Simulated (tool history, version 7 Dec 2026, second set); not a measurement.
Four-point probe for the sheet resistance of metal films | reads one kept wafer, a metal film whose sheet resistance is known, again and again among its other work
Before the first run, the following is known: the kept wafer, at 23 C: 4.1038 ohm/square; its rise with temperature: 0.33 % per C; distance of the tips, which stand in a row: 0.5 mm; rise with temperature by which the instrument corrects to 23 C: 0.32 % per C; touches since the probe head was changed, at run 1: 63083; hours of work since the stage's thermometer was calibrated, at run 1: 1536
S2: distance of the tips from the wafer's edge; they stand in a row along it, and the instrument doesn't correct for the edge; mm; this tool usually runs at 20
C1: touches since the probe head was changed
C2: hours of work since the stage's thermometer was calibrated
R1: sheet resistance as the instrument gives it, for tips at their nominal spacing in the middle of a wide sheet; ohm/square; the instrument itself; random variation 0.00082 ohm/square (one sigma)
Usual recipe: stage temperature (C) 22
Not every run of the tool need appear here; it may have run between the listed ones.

{"run": 1, "hour": 0.0, "stage temperature (C)": 22, "S2": 20, "C1": 63083, "C2": 1536, "R1": 4.114776}
{"run": 2, "hour": 70.8, "stage temperature (C)": 24, "S2": 20, "C1": 66236, "C2": 1586, "R1": 4.116842}
{"run": 3, "hour": 186.2, "stage temperature (C)": 30, "S2": 20, "C1": 71371, "C2": 1668, "R1": 4.121872}
{"run": 4, "hour": 255.2, "stage temperature (C)": 23, "S2": 20, "C1": 74439, "C2": 1717, "R1": 4.120395}
{"run": 5, "hour": 350.4, "stage temperature (C)": 23, "S2": 20, "C1": 78679, "C2": 1784, "R1": 4.122629}
{"hour": 407.2, "done": "stage's thermometer calibrated"}
{"run": 6, "hour": 412.6, "stage temperature (C)": 22, "S2": 13, "C1": 81424, "C2": 4, "R1": 4.113834}
{"run": 7, "hour": 531.4, "stage temperature (C)": 22, "S2": 13, "C1": 86711, "C2": 88, "R1": 4.116696}
{"run": 8, "hour": 615.5, "stage temperature (C)": 22, "S2": 13, "C1": 90456, "C2": 148, "R1": 4.118346}
{"run": 9, "hour": 719.8, "stage temperature (C)": 22, "S2": 20, "C1": 95098, "C2": 222, "R1": 4.118461}
{"run": 10, "hour": 807.9, "stage temperature (C)": 22, "S2": 20, "C1": 99018, "C2": 284, "R1": 4.1207}
{"run": 11, "hour": 915.7, "stage temperature (C)": 20, "S2": 20, "C1": 103819, "C2": 361, "R1": 4.119124}
{"run": 12, "hour": 1016.5, "stage temperature (C)": 20, "S2": 20, "C1": 108304, "C2": 432, "R1": 4.122258}
{"run": 13, "hour": 1086.2, "stage temperature (C)": 20, "S2": 20, "C1": 111408, "C2": 482, "R1": 4.123416}
{"run": 14, "hour": 1136.3, "stage temperature (C)": 20, "S2": 20, "C1": 113637, "C2": 517, "R1": 4.124067}
{"run": 15, "hour": 1223.3, "stage temperature (C)": 22, "S2": 20, "C1": 117507, "C2": 579, "R1": 4.12643}
{"run": 16, "hour": 1337.7, "stage temperature (C)": 19, "S2": 20, "C1": 122601, "C2": 660, "R1": 4.127236}
{"run": 17, "hour": 1390.3, "stage temperature (C)": 19, "S2": 20, "C1": 124941, "C2": 697, "R1": 4.128892}
{"run": 18, "hour": 1477.4, "stage temperature (C)": 35, "S2": 20, "C1": 128818, "C2": 759, "R1": 4.138185}
{"hour": 1535.3, "done": "new probe head fitted"}
{"run": 19, "hour": 1577.4, "stage temperature (C)": 22, "S2": 20, "C1": 1873, "C2": 829, "R1": 4.116418}
{"run": 20, "hour": 1693.1, "stage temperature (C)": 22, "S2": 20, "C1": 7023, "C2": 912, "R1": 4.118553}
{"run": 21, "hour": 1778.7, "stage temperature (C)": 29, "S2": 20, "C1": 10832, "C2": 972, "R1": 4.124875}
{"run": 22, "hour": 1883.7, "stage temperature (C)": 29, "S2": 20, "C1": 15505, "C2": 1047, "R1": 4.127212}
{"run": 23, "hour": 2004.1, "stage temperature (C)": 22, "S2": 3, "C1": 20866, "C2": 1132, "R1": 4.184555}
{"run": 24, "hour": 2067.1, "stage temperature (C)": 31, "S2": 4, "C1": 23670, "C2": 1177, "R1": 4.162661}
{"run": 25, "hour": 2145.0, "stage temperature (C)": 29, "S2": 5, "C1": 27137, "C2": 1232, "R1": 4.151361}
{"run": 26, "hour": 2241.3, "stage temperature (C)": 24, "S2": 14, "C1": 31421, "C2": 1300, "R1": 4.132061}
{"run": 27, "hour": 2300.9, "stage temperature (C)": 33, "S2": 20, "C1": 34073, "C2": 1343, "R1": 4.135757}
{"run": 28, "hour": 2397.7, "stage temperature (C)": 33, "S2": 20, "C1": 38383, "C2": 1411, "R1": 4.135197}
{"run": 29, "hour": 2500.4, "stage temperature (C)": 28, "S2": 22, "C1": 42956, "C2": 1484, "R1": 4.134576}
{"run": 30, "hour": 2590.2, "stage temperature (C)": 28, "S2": 22, "C1": 46953, "C2": 1548, "R1": 4.137342}
{"run": 31, "hour": 2711.5, "stage temperature (C)": 31, "S2": 5, "C1": 52351, "C2": 1634, "R1": 4.162838}
{"run": 32, "hour": 2824.9, "stage temperature (C)": 31, "S2": 5, "C1": 57397, "C2": 1715, "R1": 4.164576}
{"run": 33, "hour": 2947.7, "stage temperature (C)": 29, "S2": 63, "C1": 62865, "C2": 1802, "R1": 4.142385}
{"hour": 2987.8, "done": "stage's thermometer calibrated"}
{"run": 34, "hour": 3007.7, "stage temperature (C)": 29, "S2": 4, "C1": 65510, "C2": 14, "R1": 4.169777}
{"run": 35, "hour": 3105.2, "stage temperature (C)": 23, "S2": 16, "C1": 69854, "C2": 83, "R1": 4.136222}
{"run": 36, "hour": 3161.4, "stage temperature (C)": 23, "S2": 16, "C1": 72351, "C2": 123, "R1": 4.138596}
{"run": 37, "hour": 3254.1, "stage temperature (C)": 23, "S2": 16, "C1": 76481, "C2": 189, "R1": 4.139347}
{"run": 38, "hour": 3368.8, "stage temperature (C)": 23, "S2": 16, "C1": 81586, "C2": 270, "R1": 4.141379}
{"run": 39, "hour": 3423.6, "stage temperature (C)": 32, "S2": 4, "C1": 84022, "C2": 309, "R1": 4.178312}
{"run": 40, "hour": 3507.7, "stage temperature (C)": 32, "S2": 4, "C1": 87765, "C2": 369, "R1": 4.181561}
{"run": 41, "hour": 3614.3, "stage temperature (C)": 32, "S2": 4, "C1": 92511, "C2": 444, "R1": 4.18267}
{"run": 42, "hour": 3726.2, "stage temperature (C)": 18, "S2": 6, "C1": 97493, "C2": 524, "R1": 4.15821}
{"run": 43, "hour": 3847.9, "stage temperature (C)": 18, "S2": 6, "C1": 102909, "C2": 610, "R1": 4.160089}
{"run": 44, "hour": 3952.8, "stage temperature (C)": 22, "S2": 21, "C1": 107578, "C2": 685, "R1": 4.150095}
{"run": 45, "hour": 4026.1, "stage temperature (C)": 18, "S2": 18, "C1": 110842, "C2": 737, "R1": 4.150504}

Measured minus without-hidden-state, run by run (identical run-to-run variation in each term; gauge scatter may differ):
Unlogged tool condition in this case: inner tips' distance over the nominal, %; tips' flats over new ones', %; wafer's true temperature over the reading, C; drift of the gauge itself on sheet_ohm, %.
run=1 R1=+0.010549
run=2 R1=+0.011677
run=3 R1=+0.013523
run=4 R1=+0.014962
run=5 R1=+0.016610
run=6 R1=+0.007745
run=7 R1=+0.009926
run=8 R1=+0.011331
run=9 R1=+0.013300
run=10 R1=+0.015056
run=11 R1=+0.016907
run=12 R1=+0.018819
run=13 R1=+0.020019
run=14 R1=+0.020905
run=15 R1=+0.022458
run=16 R1=+0.024476
run=17 R1=+0.025392
run=18 R1=+0.026964
run=19 R1=+0.012262
run=20 R1=+0.014401
run=21 R1=+0.015880
run=22 R1=+0.017737
run=23 R1=+0.020201
run=24 R1=+0.021001
run=25 R1=+0.022374
run=26 R1=+0.024031
run=27 R1=+0.024972
run=28 R1=+0.026675
run=29 R1=+0.028613
run=30 R1=+0.030181
run=31 R1=+0.032507
run=32 R1=+0.034462
run=33 R1=+0.036563
run=34 R1=+0.029440
run=35 R1=+0.030986
run=36 R1=+0.032003
run=37 R1=+0.033574
run=38 R1=+0.035518
run=39 R1=+0.036818
run=40 R1=+0.038239
run=41 R1=+0.040210
run=42 R1=+0.042050
run=43 R1=+0.044173
run=44 R1=+0.046029
run=45 R1=+0.047325
